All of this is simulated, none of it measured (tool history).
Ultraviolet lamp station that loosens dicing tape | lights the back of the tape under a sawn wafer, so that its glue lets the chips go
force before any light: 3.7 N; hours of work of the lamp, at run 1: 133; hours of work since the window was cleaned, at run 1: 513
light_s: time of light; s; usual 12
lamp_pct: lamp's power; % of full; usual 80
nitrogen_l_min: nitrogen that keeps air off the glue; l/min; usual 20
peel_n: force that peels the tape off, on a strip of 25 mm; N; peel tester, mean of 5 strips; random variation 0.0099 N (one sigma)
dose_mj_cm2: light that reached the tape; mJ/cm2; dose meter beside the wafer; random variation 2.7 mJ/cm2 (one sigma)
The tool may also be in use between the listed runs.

run   hour  light_s  lamp_pct  nitrogen_l_min  hours of work of the lamp  hours of work since the window was cleaned  peel_n  dose_mj_cm2
  1    0.0       12        80              20                        133                                         513   0.589          318
  2    7.4       12        80              20                        136                                         516   0.565          314
  3   14.4       12        80              20                        138                                         519   0.584          315
  4   18.4       12        80              20                        140                                         521   0.580          321
  5   25.0       12        80              20                        143                                         523   0.579          313
  6   32.9       12        63              20                        146                                         526   0.822          248
  7   38.6       12        79              20                        148                                         529   0.590          309
  8   46.6       12        79              20                        151                                         532   0.580          309
  9   52.6       12        79              20                        154                                         534   0.594          314
 10   57.2       12        97              20                        156                                         536   0.415          378
 11   63.8       12        80              20                        158                                         539   0.560          312
 12   69.3       12        80              20                        161                                         541   0.603          317
 13   77.3       12        80              20                        164                                         544   0.594          316
      78.2  -- window cleaned of glue's vapour
 14   85.3       12        80              20                        167                                           3   0.613          300
 15   92.0       12        80              27                        170                                           6   0.541          298
 16   96.0       11        80              27                        171                                           7   0.639          275
     101.2  -- window cleaned of glue's vapour, once more
 17  104.7       12        80              20                        175                                           1   0.455          352
 18  108.9       12        70              20                        176                                           3   0.581          313
 19  118.0       12        81              20                        180                                           7   0.465          357
 20  122.4       12        81              20                        182                                           9   0.464          357
 21  126.4       12        81              20                        183                                          10   0.458          360
 22  131.4       12        81              20                        185                                          12   0.463          357
 23  138.5        8        81               8                        188                                          15   1.356          238
 24  142.4        8        81               8                        190                                          17   1.355          238
 25  150.8       15        65              12                        193                                          20   0.635          351
 26  155.2       15        93               8                        195                                          22   0.467          509
 27  158.9       12        93              20                        197                                          23   0.358          404
 28  164.7       21        70              20                        199                                          26   0.199          535
 29  172.0        8        96              14                        202                                          29   0.847          281
 30  179.2        7        62              10                        205                                          32   1.841          158
 31  184.4        7        69              12                        207                                          34   1.553          174
 32  191.4        7        69              12                        210                                          37   1.521          180
 33  195.2       18        83              12                        211                                          38   0.286          550
 34  202.3       18        83              12                        214                                          41   0.284          542
 35  207.9        6        92               8                        216                                          43   1.586          200
 36  216.4        7        80              12                        220                                          47   1.336          198
 37  223.6        7        80              14                        223                                          50   1.223          199
 38  228.0        8        63              21                        225                                          51   1.233          183
 39  233.0       12        93              20                        227                                          53   0.364          397
 40  240.3       18        75              20                        230                                          56   0.248          482
 41  249.0       18        75              20                        233                                          60   0.250          486
 42  255.1       18        75              20                        236                                          62   0.255          487
 43  263.2       22        79              23                        239                                          66   0.132          630

How the hidden state differs across the entries between the runs, from the last listed run before each to the first after it:
Between runs 13 and 14: window cleaned of glue's vapour (hour 78.2)
  light that the window lets through, % of a clean one's: 88.8 -> 84.7
  measured less the result without the state, peel_n: +0.154 -> +0.196 N; dose_mj_cm2: -55 -> -71 mJ/cm2
Between runs 16 and 17: window cleaned of glue's vapour, once more (hour 101.2)
  light that the window lets through, % of a clean one's: 84.6 -> 99.8
  measured less the result without the state, peel_n: +0.207 -> +0.040 N; dose_mj_cm2: -65 -> -18 mJ/cm2
